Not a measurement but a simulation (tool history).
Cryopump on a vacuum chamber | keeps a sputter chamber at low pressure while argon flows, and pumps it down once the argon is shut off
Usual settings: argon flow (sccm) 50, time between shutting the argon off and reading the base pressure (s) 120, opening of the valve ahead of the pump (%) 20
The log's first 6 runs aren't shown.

| run | hour | argon flow (sccm) | time between shutting the argon off and reading the base pressure (s) | opening of the valve ahead of the pump (%) | pressure while argon flows (Pa) | pressure after the wait (uPa) |
|---|---|---|---|---|---|---|
| 7 | 232.3 | 77 | 120 | 20 | 0.3836 | 2.22 |
| 8 | 290.9 | 77 | 120 | 20 | 0.3828 | 2.33 |
| 9 | 321.1 | 50 | 121 | 20 | 0.2486 | 2.35 |
| 10 | 374.6 | 50 | 120 | 20 | 0.2507 | 2.37 |
| 11 | 402.8 | 50 | 120 | 20 | 0.2508 | 2.38 |
| 12 | 455.3 | 50 | 120 | 20 | 0.2517 | 2.43 |
| 13 | 502.7 | 50 | 120 | 20 | 0.2489 | 2.46 |
| 14 | 562.7 | 50 | 120 | 20 | 0.2521 | 2.50 |
|  | 577.9 | leaking fittings of the chamber tightened, without venting |
| 15 | 611.7 | 50 | 120 | 20 | 0.2506 | 0.48 |
| 16 | 657.0 | 50 | 120 | 20 | 0.2500 | 0.55 |
| 17 | 685.9 | 50 | 120 | 20 | 0.2530 | 0.52 |
| 18 | 742.1 | 50 | 120 | 20 | 0.2538 | 0.56 |
| 19 | 782.5 | 50 | 120 | 20 | 0.2527 | 0.65 |

The next listed run, before its measurement:
| 20 | 841.8 | 40 | 120 | 20 | ? | ? |

{"run 20": {"pressure while argon flows (Pa)": 0.2021, "pressure after the wait (uPa)": 0.6}}
Without the tool's hidden state the same run would have given pressure while argon flows (Pa) 0.1965, pressure after the wait (uPa) 0.43.
